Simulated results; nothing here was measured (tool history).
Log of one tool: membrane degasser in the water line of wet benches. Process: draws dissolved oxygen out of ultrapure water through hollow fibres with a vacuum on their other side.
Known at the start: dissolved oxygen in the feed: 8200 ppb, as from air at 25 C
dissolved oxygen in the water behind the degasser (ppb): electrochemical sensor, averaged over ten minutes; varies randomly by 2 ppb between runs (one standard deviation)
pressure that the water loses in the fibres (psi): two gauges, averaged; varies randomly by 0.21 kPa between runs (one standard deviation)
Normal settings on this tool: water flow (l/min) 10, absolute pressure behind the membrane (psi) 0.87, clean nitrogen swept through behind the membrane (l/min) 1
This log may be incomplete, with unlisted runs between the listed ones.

run     day  water flow (l/min)  absolute pressure behind the membrane (psi)  clean nitrogen swept through behind the membrane (l/min)  dissolved oxygen in the water behind the degasser (ppb)  pressure that the water loses in the fibres (psi)
  1       0                  10                                         0.87                                                         1                                                    219.9                                              7.401
  2   1.738                  13                                         0.87                                                         1                                                    418.8                                              9.642
  3   3.842                  13                                         0.87                                                      2.05                                                    382.9                                              9.646
  4   6.704                  13                                         0.87                                                      2.05                                                      382                                              9.591
  5   9.038                  15                                         0.87                                                         1                                                    603.9                                             11.137
  6  10.429                  15                                         0.87                                                         1                                                    590.4                                             11.132
  7  12.529                  12                                         0.87                                                         1                                                    348.5                                              8.914
  8  15.217                  10                                         0.87                                                         1                                                    222.9                                              7.453
  9  17.962                  10                                         0.87                                                         1                                                      220                                               7.44
 10  19.725                  10                                         0.87                                                         1                                                    225.6                                              7.429
 11  23.075                  10                                         0.87                                                         1                                                      221                                              7.461
 12  24.642                  10                                         0.87                                                         1                                                    221.3                                              7.465
 13  27.379                  10                                         0.87                                                         1                                                    223.5                                               7.52
 14  29.462                  10                                        0.535                                                      0.81                                                    171.5                                              7.478
 15  31.233                  10                                        0.535                                                      0.81                                                    174.2                                              7.498
 16  33.246                  10                                        0.535                                                      0.81                                                    175.3                                               7.49
 17  35.179                  10                                         0.87                                                      0.84                                                    236.9                                              7.474
 18  36.767                   8                                        1.247                                                      1.44                                                    142.2                                              6.009
 19  38.338                  15                                        0.838                                                         1                                                      596                                             11.207

Branching from run 19: 3 alternative next runs. What would each branch give?
  A  41.729                  15                                        1.188                                                         1                                                        ?                                                  ?
  B  41.729                   7                                        2.099                                                      0.82                                                        ?                                                  ?
  C  41.729                  12                                        2.039                                                      2.43                                                        ?                                                  ?

run  dissolved oxygen in the water behind the degasser (ppb)  pressure that the water loses in the fibres (psi)
  A                                                    649.4                                             11.217
  B                                                    272.7                                              5.252
  C                                                      410                                              8.953
With no hidden state in the tool, these same runs would have given:
run  dissolved oxygen in the water behind the degasser (ppb)  pressure that the water loses in the fibres (psi)
  A                                                    598.8                                             10.831
  B                                                    257.6                                              5.071
  C                                                      375                                              8.644
